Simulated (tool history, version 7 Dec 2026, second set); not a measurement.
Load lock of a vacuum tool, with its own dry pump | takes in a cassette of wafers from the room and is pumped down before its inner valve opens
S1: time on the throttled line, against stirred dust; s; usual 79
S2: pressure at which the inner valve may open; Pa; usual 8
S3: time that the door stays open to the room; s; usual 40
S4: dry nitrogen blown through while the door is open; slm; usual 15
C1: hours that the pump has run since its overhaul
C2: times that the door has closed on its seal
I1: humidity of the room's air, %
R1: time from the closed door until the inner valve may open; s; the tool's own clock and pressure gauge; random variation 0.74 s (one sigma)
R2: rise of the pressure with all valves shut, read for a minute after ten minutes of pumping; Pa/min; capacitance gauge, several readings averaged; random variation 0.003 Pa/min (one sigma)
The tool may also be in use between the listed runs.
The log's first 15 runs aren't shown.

run    hour   S1  S2   S3  S4    C1     C2    I1     R1     R2
 16  1039.2   79   8   40  11  7375  10118  41.1  117.7  0.047
 17  1081.9  104   8   40  15  7417  10274  43.1  138.8  0.043
 18  1166.1   79   8   40  15  7501  10582  46.6  116.0  0.048
 19  1236.2   79   8   40  15  7572  10838  45.9  119.0  0.043
 20  1320.1   79  15   40  15  7656  11144  46.2  114.4  0.048
 21  1376.2   79  15  116  11  7712  11349  44.4  113.0  0.063
 22  1448.1   49   8   41  15  7784  11612  48.4   91.9  0.051
 23  1534.1   43   7   41  15  7869  11926  43.1   87.0  0.052
 24  1591.9   46   8   34  11  7927  12137  44.5   89.4  0.047
 25  1658.5   57   8   40   5  7994  12381  44.8   98.8  0.060
 26  1710.2   61   7  120   4  8046  12570  42.1  103.2  0.079
 27  1782.4   97   8  193  18  8118  12834  44.7  134.5  0.069
 28  1844.1   97   8  193  18  8180  13059  46.4  133.6  0.073
 29  1918.5   98   6   69  17  8254  13331  40.8  133.8  0.059
 30  1961.5  126   8  194  15  8297  13488  43.0  158.4  0.073
 31  2034.5  126   8  194  15  8370  13755  44.3  159.0  0.079
 32  2094.1  126   8  194  15  8430  13973  44.3  159.1  0.078
 33  2152.5   87   8   43   5  8488  14186  44.8  125.6  0.073
 34  2247.1   65  15  122  29  8582  14532  43.3  101.9  0.070
 35  2303.4   65  15  122  29  8639  14737  44.3  102.5  0.070
 36  2378.1   65  15  122  29  8714  15010  50.6  102.7  0.068

Forecast each of these 4 alternatives for the next run:
  A  2469.9   65  15  122   9  8805  15346  48.5   ?   ?
  B  2469.9   79   6   40  15  8805  15346  44.6   ?   ?
  C  2469.9  136   9   40  15  8805  15346  44.7   ?   ?
  D  2469.9   48  15   40  15  8805  15346  49.1   ?   ?

run     R1     R2
  A  102.4  0.093
  B  120.0  0.068
  C  167.3  0.074
  D   88.6  0.066
Without the tool's hidden state the same runs would have given:
run     R1     R2
  A   96.2  0.038
  B  113.3  0.014
  C  162.2  0.020
  D   82.0  0.012
